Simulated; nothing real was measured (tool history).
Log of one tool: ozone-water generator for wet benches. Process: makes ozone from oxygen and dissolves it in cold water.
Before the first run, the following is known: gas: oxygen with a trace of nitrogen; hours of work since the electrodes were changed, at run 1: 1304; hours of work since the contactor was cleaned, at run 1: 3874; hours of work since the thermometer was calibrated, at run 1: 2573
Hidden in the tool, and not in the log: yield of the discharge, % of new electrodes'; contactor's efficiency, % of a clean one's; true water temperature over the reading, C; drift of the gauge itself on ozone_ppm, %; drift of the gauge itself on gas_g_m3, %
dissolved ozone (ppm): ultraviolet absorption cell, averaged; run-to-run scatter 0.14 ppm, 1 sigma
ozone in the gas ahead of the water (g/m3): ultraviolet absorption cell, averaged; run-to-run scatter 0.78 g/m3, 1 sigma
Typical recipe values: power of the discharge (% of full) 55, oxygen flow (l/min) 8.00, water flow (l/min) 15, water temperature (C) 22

| run | hour | power of the discharge (% of full) | oxygen flow (l/min) | water flow (l/min) | water temperature (C) | hours of work since the electrodes were changed | hours of work since the contactor was cleaned | hours of work since the thermometer was calibrated | dissolved ozone (ppm) | ozone in the gas ahead of the water (g/m3) |
|---|---|---|---|---|---|---|---|---|---|---|
| 1 | 0.0 | 55 | 8.00 | 15 | 22 | 1304 | 3874 | 2573 | 16.4 | 116.3 |
| 2 | 149.5 | 55 | 8.00 | 15 | 22 | 1399 | 3969 | 2668 | 16.3 | 117.5 |
| 3 | 229.8 | 55 | 9.65 | 15 | 22 | 1451 | 4020 | 2719 | 15.1 | 102.9 |
| 4 | 403.1 | 55 | 9.65 | 15 | 22 | 1561 | 4131 | 2830 | 15.4 | 101.8 |
| 5 | 569.4 | 55 | 8.00 | 15 | 22 | 1667 | 4237 | 2936 | 16.2 | 117.5 |
| 6 | 672.8 | 55 | 8.00 | 15 | 25 | 1733 | 4303 | 3002 | 15.0 | 117.2 |
| 7 | 778.6 | 55 | 8.00 | 15 | 25 | 1800 | 4370 | 3069 | 15.1 | 116.8 |
| 8 | 959.2 | 55 | 5.09 | 15 | 25 | 1915 | 4485 | 3184 | 17.3 | 156.6 |
| 9 | 1141.2 | 48 | 5.09 | 15 | 25 | 2031 | 4601 | 3300 | 15.2 | 141.2 |
| 10 | 1321.7 | 48 | 11.70 | 15 | 25 | 2146 | 4716 | 3415 | 11.5 | 80.6 |
| 11 | 1502.4 | 55 | 8.00 | 15 | 23 | 2261 | 4831 | 3530 | 15.6 | 115.3 |
| 12 | 1684.3 | 55 | 8.00 | 15 | 23 | 2377 | 4947 | 3646 | 15.8 | 114.5 |
| 13 | 1810.0 | 55 | 8.00 | 15 | 23 | 2457 | 5027 | 3726 | 15.3 | 114.2 |
|  | 1825.1 | contactor cleaned |
| 14 | 1933.0 | 55 | 10.00 | 15 | 23 | 2533 | 69 | 3802 | 14.1 | 97.8 |
| 15 | 2076.4 | 55 | 10.00 | 15 | 23 | 2624 | 160 | 3893 | 14.2 | 98.2 |
| 16 | 2183.1 | 55 | 12.12 | 15 | 22 | 2692 | 228 | 3961 | 13.4 | 86.4 |
|  | 2266.7 | contactor cleaned, once more |
| 17 | 2303.3 | 55 | 12.12 | 15 | 22 | 2766 | 23 | 4035 | 13.9 | 86.4 |
| 18 | 2395.1 | 58 | 8.00 | 12 | 24 | 2825 | 82 | 4093 | 18.4 | 119.4 |
| 19 | 2497.2 | 45 | 8.90 | 12 | 24 | 2890 | 147 | 4158 | 14.2 | 90.4 |
| 20 | 2642.8 | 55 | 11.05 | 15 | 25 | 2982 | 240 | 4251 | 13.5 | 91.5 |
| 21 | 2797.5 | 47 | 8.14 | 10 | 28 | 3081 | 338 | 4350 | 15.0 | 99.3 |
| 22 | 2896.3 | 67 | 8.90 | 15 | 22 | 3144 | 401 | 4413 | 18.0 | 123.4 |
|  | 2971.8 | water thermometer calibrated |
| 23 | 3004.1 | 55 | 4.09 | 15 | 22 | 3212 | 469 | 21 | 18.9 | 178.5 |
| 24 | 3135.9 | 55 | 4.09 | 14 | 22 | 3296 | 553 | 105 | 20.3 | 176.9 |
| 25 | 3228.1 | 83 | 5.36 | 9 | 22 | 3355 | 612 | 163 | 34.4 | 207.8 |
| 26 | 3345.8 | 47 | 5.18 | 23 | 14 | 3430 | 687 | 238 | 12.8 | 136.2 |
| 27 | 3481.6 | 47 | 5.18 | 23 | 14 | 3516 | 774 | 325 | 12.6 | 133.7 |
| 28 | 3638.2 | 49 | 8.00 | 14 | 22 | 3616 | 873 | 424 | 15.3 | 104.4 |
| 29 | 3807.5 | 55 | 10.97 | 15 | 24 | 3724 | 981 | 532 | 13.4 | 91.8 |
| 30 | 3951.4 | 55 | 8.20 | 15 | 18 | 3816 | 1073 | 624 | 17.2 | 110.7 |
| 31 | 4082.4 | 55 | 8.20 | 15 | 18 | 3899 | 1156 | 707 | 17.1 | 110.4 |
| 32 | 4266.8 | 67 | 8.00 | 22 | 19 | 4016 | 1274 | 825 | 14.9 | 132.3 |
| 33 | 4345.4 | 81 | 6.49 | 10 | 26 | 4067 | 1324 | 875 | 26.3 | 175.1 |

Below, each run's measurement less what the same run would have read without the hidden state. Both values contain the same run-to-run variation, but the gauge's scatter may not be the same in both:
| run | dissolved ozone (ppm) | ozone in the gas ahead of the water (g/m3) |
|---|---|---|
| 1 | -0.7 | -2.6 |
| 2 | -0.7 | -2.8 |
| 3 | -0.7 | -2.6 |
| 4 | -0.8 | -2.7 |
| 5 | -0.8 | -3.2 |
| 6 | -0.8 | -3.3 |
| 7 | -0.8 | -3.4 |
| 8 | -1.0 | -4.9 |
| 9 | -0.9 | -3.9 |
| 10 | -0.7 | -2.4 |
| 11 | -1.0 | -4.2 |
| 12 | -1.1 | -4.3 |
| 13 | -1.1 | -4.4 |
| 14 | -1.2 | -3.8 |
| 15 | -1.2 | -4.1 |
| 16 | -1.1 | -3.7 |
| 17 | -0.7 | -3.8 |
| 18 | -1.0 | -5.5 |
| 19 | -0.6 | -3.2 |
| 20 | -0.7 | -4.2 |
| 21 | -0.7 | -4.0 |
| 22 | -1.2 | -7.2 |
| 23 | -1.0 | -8.8 |
| 24 | -1.1 | -8.9 |
| 25 | -2.6 | -15.3 |
| 26 | -0.6 | -5.9 |
| 27 | -0.6 | -6.0 |
| 28 | -0.8 | -5.1 |
| 29 | -0.9 | -5.2 |
| 30 | -1.1 | -6.5 |
| 31 | -1.1 | -6.6 |
| 32 | -1.3 | -9.7 |
| 33 | -2.4 | -15.3 |
